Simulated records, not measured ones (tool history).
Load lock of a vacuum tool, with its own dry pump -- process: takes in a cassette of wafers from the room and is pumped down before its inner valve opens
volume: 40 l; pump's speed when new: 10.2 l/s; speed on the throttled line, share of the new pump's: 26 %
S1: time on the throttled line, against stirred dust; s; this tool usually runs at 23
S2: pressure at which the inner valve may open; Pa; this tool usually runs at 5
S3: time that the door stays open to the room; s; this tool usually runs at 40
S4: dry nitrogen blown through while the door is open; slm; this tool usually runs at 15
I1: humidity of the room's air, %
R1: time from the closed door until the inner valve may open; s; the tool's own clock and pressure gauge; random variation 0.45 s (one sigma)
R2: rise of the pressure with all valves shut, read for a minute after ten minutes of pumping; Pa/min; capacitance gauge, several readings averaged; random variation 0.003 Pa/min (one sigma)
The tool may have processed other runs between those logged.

{"run": 1, "day": 0.0, "S1": 23, "S2": 5, "S3": 40, "S4": 15, "I1": 49.5, "R1": 60.3, "R2": 0.027}
{"run": 2, "day": 17.779, "S1": 23, "S2": 5, "S3": 195, "S4": 15, "I1": 43.2, "R1": 61.5, "R2": 0.068}
{"run": 3, "day": 31.6, "S1": 23, "S2": 5, "S3": 195, "S4": 15, "I1": 44.3, "R1": 60.9, "R2": 0.066}
{"run": 4, "day": 43.992, "S1": 23, "S2": 5, "S3": 40, "S4": 15, "I1": 45.0, "R1": 62.3, "R2": 0.032}
{"run": 5, "day": 57.075, "S1": 23, "S2": 5, "S3": 40, "S4": 15, "I1": 45.1, "R1": 62.3, "R2": 0.031}
{"run": 6, "day": 71.421, "S1": 23, "S2": 5, "S3": 40, "S4": 15, "I1": 44.5, "R1": 61.9, "R2": 0.035}
{"run": 7, "day": 88.367, "S1": 23, "S2": 5, "S3": 40, "S4": 15, "I1": 47.2, "R1": 62.3, "R2": 0.031}
{"run": 8, "day": 106.154, "S1": 15, "S2": 5, "S3": 40, "S4": 15, "I1": 43.8, "R1": 58.0, "R2": 0.034}
{"run": 9, "day": 115.642, "S1": 15, "S2": 5, "S3": 40, "S4": 15, "I1": 42.0, "R1": 56.7, "R2": 0.031}
{"run": 10, "day": 129.038, "S1": 21, "S2": 5, "S3": 40, "S4": 15, "I1": 43.9, "R1": 61.4, "R2": 0.04}
{"run": 11, "day": 142.167, "S1": 23, "S2": 5, "S3": 40, "S4": 10, "I1": 42.7, "R1": 63.1, "R2": 0.047}
{"run": 12, "day": 160.638, "S1": 23, "S2": 5, "S3": 40, "S4": 10, "I1": 44.6, "R1": 63.3, "R2": 0.051}
{"run": 13, "day": 174.146, "S1": 23, "S2": 5, "S3": 40, "S4": 15, "I1": 40.7, "R1": 63.8, "R2": 0.043}
{"run": 14, "day": 183.5, "S1": 23, "S2": 5, "S3": 40, "S4": 15, "I1": 47.0, "R1": 64.0, "R2": 0.05}
{"run": 15, "day": 199.417, "S1": 23, "S2": 5, "S3": 40, "S4": 12, "I1": 45.8, "R1": 64.2, "R2": 0.049}
{"run": 16, "day": 209.062, "S1": 23, "S2": 5, "S3": 40, "S4": 15, "I1": 45.4, "R1": 63.9, "R2": 0.048}
{"run": 17, "day": 222.85, "S1": 23, "S2": 5, "S3": 40, "S4": 15, "I1": 48.0, "R1": 64.5, "R2": 0.055}
{"run": 18, "day": 235.721, "S1": 23, "S2": 5, "S3": 40, "S4": 14, "I1": 42.5, "R1": 64.8, "R2": 0.059}
{"run": 19, "day": 253.967, "S1": 23, "S2": 5, "S3": 40, "S4": 14, "I1": 45.2, "R1": 65.4, "R2": 0.061}
{"run": 20, "day": 265.45, "S1": 23, "S2": 10, "S3": 40, "S4": 5, "I1": 48.2, "R1": 62.0, "R2": 0.072}
{"run": 21, "day": 282.621, "S1": 43, "S2": 10, "S3": 116, "S4": 9, "I1": 46.7, "R1": 74.9, "R2": 0.105}
{"run": 22, "day": 291.125, "S1": 21, "S2": 5, "S3": 67, "S4": 23, "I1": 46.3, "R1": 64.5, "R2": 0.074}
{"run": 23, "day": 301.962, "S1": 21, "S2": 5, "S3": 67, "S4": 23, "I1": 42.1, "R1": 64.5, "R2": 0.069}
{"run": 24, "day": 318.962, "S1": 12, "S2": 8, "S3": 119, "S4": 7, "I1": 45.0, "R1": 56.2, "R2": 0.112}
{"run": 25, "day": 331.5, "S1": 42, "S2": 4, "S3": 168, "S4": 15, "I1": 45.5, "R1": 79.9, "R2": 0.111}
{"run": 26, "day": 347.812, "S1": 24, "S2": 4, "S3": 68, "S4": 15, "I1": 48.4, "R1": 69.4, "R2": 0.087}
{"run": 27, "day": 365.342, "S1": 24, "S2": 8, "S3": 68, "S4": 15, "I1": 41.5, "R1": 64.4, "R2": 0.099}
{"run": 28, "day": 377.871, "S1": 23, "S2": 5, "S3": 40, "S4": 4, "I1": 43.1, "R1": 67.0, "R2": 0.098}
{"run": 29, "day": 394.746, "S1": 23, "S2": 5, "S3": 40, "S4": 4, "I1": 40.4, "R1": 67.3, "R2": 0.099}
{"run": 30, "day": 403.788, "S1": 23, "S2": 4, "S3": 37, "S4": 16, "I1": 46.0, "R1": 69.3, "R2": 0.091}
{"run": 31, "day": 423.996, "S1": 23, "S2": 4, "S3": 37, "S4": 16, "I1": 43.3, "R1": 70.2, "R2": 0.096}
{"day": 428.583, "done": "dry pump taken out, an overhauled one fitted"}
{"run": 32, "day": 434.162, "S1": 29, "S2": 5, "S3": 40, "S4": 15, "I1": 47.7, "R1": 60.2, "R2": 0.103}

What does the tool deliver on the next run?
{"run": 33, "day": 449.717, "S1": 23, "S2": 5, "S3": 40, "S4": 26, "I1": 42.1, "R1": "?", "R2": "?"}

Logged for run 33: R1 55.7 s, R2 0.095 Pa/min.
With no hidden state in the tool, this same run would have given R1 55.8 s, R2 0.014 Pa/min.
